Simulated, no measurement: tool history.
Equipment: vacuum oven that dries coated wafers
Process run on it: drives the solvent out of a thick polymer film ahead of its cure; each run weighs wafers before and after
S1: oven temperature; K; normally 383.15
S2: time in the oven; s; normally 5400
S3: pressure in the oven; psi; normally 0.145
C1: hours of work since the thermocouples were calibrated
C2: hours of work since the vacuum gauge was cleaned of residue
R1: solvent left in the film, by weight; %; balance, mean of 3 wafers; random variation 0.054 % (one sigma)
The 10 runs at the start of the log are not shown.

| run | hour | S1 | S2 | S3 | C1 | C2 | R1 |
|---|---|---|---|---|---|---|---|
| 11 | 646.3 | 381.15 | 5400 | 0.145 | 1033 | 1708 | 4.31 |
|  | 654.4 | oven's thermocouples calibrated |
| 12 | 711.2 | 381.15 | 5400 | 0.145 | 31 | 1742 | 4.28 |
| 13 | 779.1 | 381.15 | 5400 | 0.145 | 68 | 1779 | 4.30 |
| 14 | 853.7 | 381.15 | 5400 | 0.145 | 108 | 1820 | 4.39 |
| 15 | 907.2 | 383.15 | 5400 | 0.145 | 137 | 1849 | 3.66 |
| 16 | 965.3 | 383.15 | 5400 | 0.145 | 169 | 1880 | 3.72 |
| 17 | 1023.6 | 383.15 | 5400 | 0.145 | 200 | 1912 | 3.73 |
| 18 | 1089.7 | 383.15 | 6480 | 0.145 | 236 | 1948 | 3.07 |
| 19 | 1140.1 | 383.15 | 5400 | 0.145 | 264 | 1975 | 3.73 |
| 20 | 1220.8 | 383.15 | 5400 | 0.145 | 307 | 2019 | 3.69 |
| 21 | 1303.4 | 383.15 | 5400 | 0.145 | 352 | 2064 | 3.70 |
| 22 | 1351.0 | 383.15 | 5400 | 0.145 | 378 | 2089 | 3.74 |
| 23 | 1423.5 | 383.15 | 5400 | 0.145 | 417 | 2129 | 3.79 |
| 24 | 1475.9 | 383.15 | 5400 | 0.145 | 446 | 2157 | 3.68 |
| 25 | 1514.9 | 383.15 | 5400 | 0.145 | 467 | 2178 | 3.77 |
| 26 | 1573.6 | 370.15 | 2940 | 0.149 | 499 | 2210 | 10.16 |
| 27 | 1648.2 | 383.15 | 8400 | 0.177 | 539 | 2251 | 2.52 |
| 28 | 1697.5 | 380.15 | 9540 | 0.354 | 566 | 2277 | 4.37 |
| 29 | 1740.1 | 380.15 | 9540 | 0.354 | 589 | 2301 | 4.26 |
| 30 | 1820.2 | 396.15 | 5700 | 0.197 | 633 | 2344 | 1.60 |
| 31 | 1860.8 | 396.15 | 5700 | 0.197 | 655 | 2366 | 1.57 |
| 32 | 1946.0 | 396.15 | 5700 | 0.197 | 701 | 2412 | 1.61 |
| 33 | 2021.7 | 396.15 | 5700 | 0.197 | 742 | 2453 | 1.46 |
|  | 2072.9 | vacuum gauge cleaned of residue and calibrated |
| 34 | 2093.2 | 396.15 | 5700 | 0.197 | 780 | 11 | 1.52 |

Predict the results of run 35:
| 35 | 2180.5 | 383.15 | 3060 | 0.570 | 827 | 58 | ? |

R1: 8.84 %
Were there no unlogged condition in the tool, this run, its random variation unchanged, would have produced R1 8.86 %.

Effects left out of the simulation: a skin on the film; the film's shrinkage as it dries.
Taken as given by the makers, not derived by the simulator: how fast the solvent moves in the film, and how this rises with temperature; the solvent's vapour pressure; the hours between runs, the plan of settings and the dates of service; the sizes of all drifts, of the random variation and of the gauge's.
